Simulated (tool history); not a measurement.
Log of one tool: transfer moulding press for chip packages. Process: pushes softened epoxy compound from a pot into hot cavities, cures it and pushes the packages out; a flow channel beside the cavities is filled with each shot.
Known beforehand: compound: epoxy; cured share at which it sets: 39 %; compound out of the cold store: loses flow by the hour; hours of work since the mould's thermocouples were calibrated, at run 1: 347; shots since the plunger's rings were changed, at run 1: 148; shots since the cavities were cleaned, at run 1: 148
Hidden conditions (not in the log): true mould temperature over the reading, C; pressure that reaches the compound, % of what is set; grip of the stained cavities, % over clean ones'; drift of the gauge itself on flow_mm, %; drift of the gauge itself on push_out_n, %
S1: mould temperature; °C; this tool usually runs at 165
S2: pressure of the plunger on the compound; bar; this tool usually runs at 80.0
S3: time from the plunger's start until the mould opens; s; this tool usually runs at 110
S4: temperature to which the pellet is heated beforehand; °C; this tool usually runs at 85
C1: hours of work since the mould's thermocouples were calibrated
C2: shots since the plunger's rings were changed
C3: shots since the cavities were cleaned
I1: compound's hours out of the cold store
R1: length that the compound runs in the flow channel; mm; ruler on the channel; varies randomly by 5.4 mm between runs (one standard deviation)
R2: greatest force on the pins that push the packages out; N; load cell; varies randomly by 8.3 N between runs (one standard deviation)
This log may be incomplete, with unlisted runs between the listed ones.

Run 1, hour 0.0: usual settings; C1 347; C2 148; C3 148; I1 16.6. Result: R1 548 mm, R2 351 N.
Run 2, hour 17.1: usual settings; C1 357; C2 321; C3 321; I1 44.0. Result: R1 490 mm, R2 325 N.
At hour 29.8: cavities cleaned with cleaning compound and waxed.
Run 3, hour 36.8: usual settings but S1 160 °C; C1 369; C2 507; C3 71; I1 8.4. Result: R1 587 mm, R2 561 N.
Run 4, hour 58.3: usual settings but S1 160 °C; C1 382; C2 725; C3 289; I1 40.0. Result: R1 515 mm, R2 497 N.
At hour 73.7: cavities cleaned with cleaning compound and waxed.
Run 5, hour 85.4: usual settings but S2 78.4 bar; C1 398; C2 987; C3 120; I1 10.0. Result: R1 544 mm, R2 366 N.
Run 6, hour 112.7: usual settings but S2 78.4 bar; C1 415; C2 1265; C3 398; I1 41.5. Result: R1 505 mm, R2 336 N.
At hour 117.9: cavities cleaned with cleaning compound and waxed.
Run 7, hour 143.2: usual settings; C1 433; C2 1560; C3 258; I1 39.8. Result: R1 496 mm, R2 342 N.
At hour 162.2: cavities cleaned with cleaning compound and waxed.
Run 8, hour 163.1: usual settings; C1 445; C2 1748; C3 10; I1 34.8. Result: R1 513 mm, R2 360 N.
Run 9, hour 182.4: usual settings; C1 457; C2 1944; C3 206; I1 20.7. Result: R1 524 mm, R2 361 N.
Run 10, hour 201.4: usual settings; C1 469; C2 2138; C3 400; I1 40.9. Result: R1 492 mm, R2 331 N.
At hour 205.6: mould's thermocouples calibrated.
At hour 209.1: cavities cleaned with cleaning compound and waxed.
Run 11, hour 218.9: usual settings; C1 7; C2 2280; C3 100; I1 39.7. Result: R1 507 mm, R2 326 N.
Run 12, hour 240.8: usual settings; C1 21; C2 2503; C3 323; I1 43.3. Result: R1 492 mm, R2 349 N.
At hour 252.6: cavities cleaned with cleaning compound and waxed.
Run 13, hour 258.2: usual settings; C1 31; C2 2665; C3 57; I1 36.2. Result: R1 513 mm, R2 327 N.
Run 14, hour 282.6: usual settings but S1 163 °C; C1 46; C2 2914; C3 306; I1 37.8. Result: R1 504 mm, R2 398 N.
At hour 296.9: cavities cleaned with cleaning compound and waxed.
Run 15, hour 311.5: usual settings but S1 163 °C, S2 84.6 bar, S4 78 °C; C1 63; C2 3193; C3 149; I1 34.8. Result: R1 533 mm, R2 394 N.
At hour 341.2: cavities cleaned with cleaning compound and waxed.
Run 16, hour 341.8: usual settings but S1 163 °C, S2 84.6 bar, S4 78 °C; C1 81; C2 3486; C3 6; I1 42.2. Result: R1 520 mm, R2 401 N.
Run 17, hour 370.5: usual settings but S1 163 °C, S2 84.6 bar, S4 78 °C; C1 99; C2 3779; C3 299; I1 34.3. Result: R1 537 mm, R2 405 N.
At hour 384.5: cavities cleaned with cleaning compound and waxed.
Run 18, hour 396.1: usual settings but S1 163 °C, S2 84.6 bar, S3 125 s, S4 81 °C; C1 115; C2 4024; C3 119; I1 17.6. Result: R1 565 mm, R2 313 N.
Run 19, hour 415.0: usual settings but S1 166 °C, S2 84.6 bar, S3 125 s, S4 81 °C; C1 126; C2 4216; C3 311; I1 10.8. Result: R1 562 mm, R2 272 N.
At hour 429.0: cavities cleaned with cleaning compound and waxed.
At hour 433.3: plunger's sealing rings changed.
Run 20, hour 444.3: usual settings but S1 166 °C, S3 136 s, S4 78 °C; C1 142; C2 112; C3 131; I1 39.8. Result: R1 494 mm, R2 254 N.
Run 21, hour 466.1: usual settings but S2 61.4 bar; C1 156; C2 333; C3 352; I1 27.1. Result: R1 457 mm, R2 329 N.
At hour 475.6: cavities cleaned with cleaning compound and waxed.
Run 22, hour 487.7: usual settings but S2 65.7 bar, S3 135 s, S4 78 °C; C1 168; C2 538; C3 123; I1 31.3. Result: R1 466 mm, R2 256 N.
Run 23, hour 503.9: usual settings but S1 171 °C, S2 97.8 bar, S3 104 s; C1 179; C2 704; C3 289; I1 46.0. Result: R1 524 mm, R2 266 N.
At hour 520.0: cavities cleaned with cleaning compound and waxed.
Run 24, hour 520.0: usual settings but S1 173 °C, S2 91.6 bar, S3 142 s, S4 77 °C; C1 188; C2 852; C3 0; I1 30.0. Result: R1 544 mm, R2 237 N.
Run 25, hour 537.1: usual settings but S1 173 °C, S2 91.6 bar, S3 142 s, S4 77 °C; C1 198; C2 1027; C3 175; I1 41.3. Result: R1 508 mm, R2 234 N.
Run 26, hour 555.2: usual settings but S1 162 °C; C1 210; C2 1210; C3 358; I1 34.4. Result: R1 522 mm, R2 416 N.
At hour 563.4: cavities cleaned with cleaning compound and waxed.
Run 27, hour 572.2: usual settings but S1 169 °C, S3 131 s, S4 95 °C; C1 219; C2 1369; C3 89; I1 29.8. Result: R1 507 mm, R2 234 N.

Hidden condition of the tool, last listed run before each entry between runs versus first listed run after:
After run 2, before run 3: cavities cleaned with cleaning compound and waxed (hour 29.8)
  pressure that reaches the compound, % of what is set: 99.98 -> 99.97; grip of the stained cavities, % over clean ones': 0.8 -> 0.3
After run 4, before run 5: cavities cleaned with cleaning compound and waxed (hour 73.7)
  pressure that reaches the compound, % of what is set: 99.96 -> 99.94; grip of the stained cavities, % over clean ones': 0.7 -> 0.3
After run 6, before run 7: cavities cleaned with cleaning compound and waxed (hour 117.9)
  pressure that reaches the compound, % of what is set: 99.93 -> 99.91; grip of the stained cavities, % over clean ones': 0.9 -> 0.7
After run 7, before run 8: cavities cleaned with cleaning compound and waxed (hour 162.2)
  grip of the stained cavities, % over clean ones': 0.7 -> 0
After run 10, before run 11: mould's thermocouples calibrated (hour 205.6); cavities cleaned with cleaning compound and waxed (hour 209.1)
  true mould temperature over the reading, C: -0.01 -> 0; pressure that reaches the compound, % of what is set: 99.89 -> 99.88; grip of the stained cavities, % over clean ones': 0.9 -> 0.3
After run 12, before run 13: cavities cleaned with cleaning compound and waxed (hour 252.6)
  pressure that reaches the compound, % of what is set: 99.87 -> 99.86; grip of the stained cavities, % over clean ones': 0.8 -> 0.2
After run 14, before run 15: cavities cleaned with cleaning compound and waxed (hour 296.9)
  pressure that reaches the compound, % of what is set: 99.85 -> 99.84; grip of the stained cavities, % over clean ones': 0.7 -> 0.4
After run 15, before run 16: cavities cleaned with cleaning compound and waxed (hour 341.2)
  pressure that reaches the compound, % of what is set: 99.84 -> 99.82; grip of the stained cavities, % over clean ones': 0.4 -> 0.1
After run 17, before run 18: cavities cleaned with cleaning compound and waxed (hour 384.5)
  pressure that reaches the compound, % of what is set: 99.81 -> 99.79; grip of the stained cavities, % over clean ones': 0.7 -> 0.3
After run 19, before run 20: cavities cleaned with cleaning compound and waxed (hour 429.0); plunger's sealing rings changed (hour 433.3)
  pressure that reaches the compound, % of what is set: 99.79 -> 99.99; grip of the stained cavities, % over clean ones': 0.7 -> 0.4
After run 21, before run 22: cavities cleaned with cleaning compound and waxed (hour 475.6)
  pressure that reaches the compound, % of what is set: 99.98 -> 99.97; grip of the stained cavities, % over clean ones': 0.8 -> 0.4
After run 23, before run 24: cavities cleaned with cleaning compound and waxed (hour 520.0)
  grip of the stained cavities, % over clean ones': 0.7 -> 0
After run 26, before run 27: cavities cleaned with cleaning compound and waxed (hour 563.4)
  pressure that reaches the compound, % of what is set: 99.94 -> 99.93; grip of the stained cavities, % over clean ones': 0.8 -> 0.3

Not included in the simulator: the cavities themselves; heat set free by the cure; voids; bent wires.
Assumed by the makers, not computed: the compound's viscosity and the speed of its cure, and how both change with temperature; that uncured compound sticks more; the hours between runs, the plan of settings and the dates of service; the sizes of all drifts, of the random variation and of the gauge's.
